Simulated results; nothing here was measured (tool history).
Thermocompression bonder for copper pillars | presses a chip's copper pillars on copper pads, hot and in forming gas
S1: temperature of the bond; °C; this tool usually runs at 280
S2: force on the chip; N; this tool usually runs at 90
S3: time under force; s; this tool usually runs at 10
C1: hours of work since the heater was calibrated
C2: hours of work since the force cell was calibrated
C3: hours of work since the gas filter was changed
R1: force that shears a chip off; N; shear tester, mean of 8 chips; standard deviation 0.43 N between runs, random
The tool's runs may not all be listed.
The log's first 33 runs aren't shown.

run	day	S1	S2	S3	C1	C2	C3	R1
# day 34.212: heater calibrated with a thermocouple chip
34	34.212	280	118	7	0	408	245	47.1
35	35.458	280	118	7	13	421	258	46.7
36	36.217	270	60	19	21	429	266	33.6
37	36.821	253	90	5	27	435	272	22.7
38	37.742	270	135	15	37	445	282	57.4
39	38.396	270	135	15	44	452	289	57.7
40	39.112	280	90	7	51	459	296	37.9
41	40.308	274	90	10	64	472	309	38.9

Branching from run 41: 3 alternative next runs. What would each branch give?
A	41.362	266	73	22	75	483	320	?
B	41.362	274	71	10	75	483	320	?
C	41.362	280	115	28	75	483	320	?

run	R1
A	40.4
B	32.5
C	64.9
With no hidden state in the tool, these same runs would have given:
run	R1
A	42.3
B	34.1
C	68.1
